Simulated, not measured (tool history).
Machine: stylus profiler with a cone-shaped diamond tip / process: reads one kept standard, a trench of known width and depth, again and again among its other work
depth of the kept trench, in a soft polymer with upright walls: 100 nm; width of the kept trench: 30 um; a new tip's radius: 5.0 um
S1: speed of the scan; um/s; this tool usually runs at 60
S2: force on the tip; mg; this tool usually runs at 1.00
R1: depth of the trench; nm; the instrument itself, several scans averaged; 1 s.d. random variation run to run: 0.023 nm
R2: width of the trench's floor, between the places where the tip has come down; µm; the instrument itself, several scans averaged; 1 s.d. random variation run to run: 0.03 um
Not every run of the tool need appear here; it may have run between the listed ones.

run 1 hour=0.0 | S1=60 S2=1.00 | R1=100.32 R2=27.10
run 2 hour=15.0 | S1=60 S2=1.00 | R1=100.30 R2=27.13
run 3 hour=42.6 | S1=60 S2=1.00 | R1=100.32 R2=27.04
run 4 hour=55.7 | S1=60 S2=1.00 | R1=100.29 R2=27.04
run 5 hour=80.3 | S1=60 S2=1.00 | R1=100.26 R2=27.04
run 6 hour=106.5 | S1=60 S2=1.00 | R1=100.29 R2=27.01
run 7 hour=131.5 | S1=60 S2=0.89 | R1=100.24 R2=27.02
run 8 hour=161.7 | S1=60 S2=0.89 | R1=100.24 R2=26.96
run 9 hour=174.3 | S1=60 S2=0.53 | R1=100.09 R2=26.92
run 10 hour=189.1 | S1=60 S2=0.53 | R1=100.09 R2=26.86
run 11 hour=215.9 | S1=60 S2=0.53 | R1=100.11 R2=26.93
run 12 hour=232.7 | S1=181 S2=2.61 | R1=100.73 R2=26.83
run 13 hour=245.6 | S1=181 S2=2.61 | R1=100.71 R2=26.73
run 14 hour=266.7 | S1=29 S2=0.97 | R1=100.23 R2=27.05
run 15 hour=288.7 | S1=29 S2=0.97 | R1=100.20 R2=27.06
run 16 hour=307.4 | S1=48 S2=1.96 | R1=100.53 R2=27.00
run 17 hour=329.6 | S1=48 S2=1.96 | R1=100.57 R2=27.05
run 18 hour=350.4 | S1=89 S2=0.75 | R1=100.14 R2=26.72
run 19 hour=373.5 | S1=41 S2=1.18 | R1=100.31 R2=26.89
run 20 hour=387.0 | S1=41 S2=1.18 | R1=100.29 R2=26.98
run 21 hour=399.5 | S1=37 S2=0.45 | R1=100.02 R2=26.93

Difference, measured minus no-hidden-state, one row per run. Run-to-run variation is common to both terms; the gauge's own scatter need not be:
Hidden state at play: radius of the tip, um; height scale over the true one, %; drift of the gauge itself on depth_nm, %; drift of the gauge itself on floor_um, %.
run=1 R1=-0.23 R2=-0.74
run=2 R1=-0.23 R2=-0.75
run=3 R1=-0.24 R2=-0.76
run=4 R1=-0.25 R2=-0.77
run=5 R1=-0.25 R2=-0.78
run=6 R1=-0.26 R2=-0.79
run=7 R1=-0.25 R2=-0.80
run=8 R1=-0.26 R2=-0.82
run=9 R1=-0.26 R2=-0.83
run=10 R1=-0.26 R2=-0.84
run=11 R1=-0.26 R2=-0.84
run=12 R1=-0.27 R2=-0.86
run=13 R1=-0.27 R2=-0.86
run=14 R1=-0.27 R2=-0.87
run=15 R1=-0.28 R2=-0.88
run=16 R1=-0.28 R2=-0.90
run=17 R1=-0.28 R2=-0.90
run=18 R1=-0.28 R2=-0.91
run=19 R1=-0.29 R2=-0.93
run=20 R1=-0.29 R2=-0.93
run=21 R1=-0.29 R2=-0.93
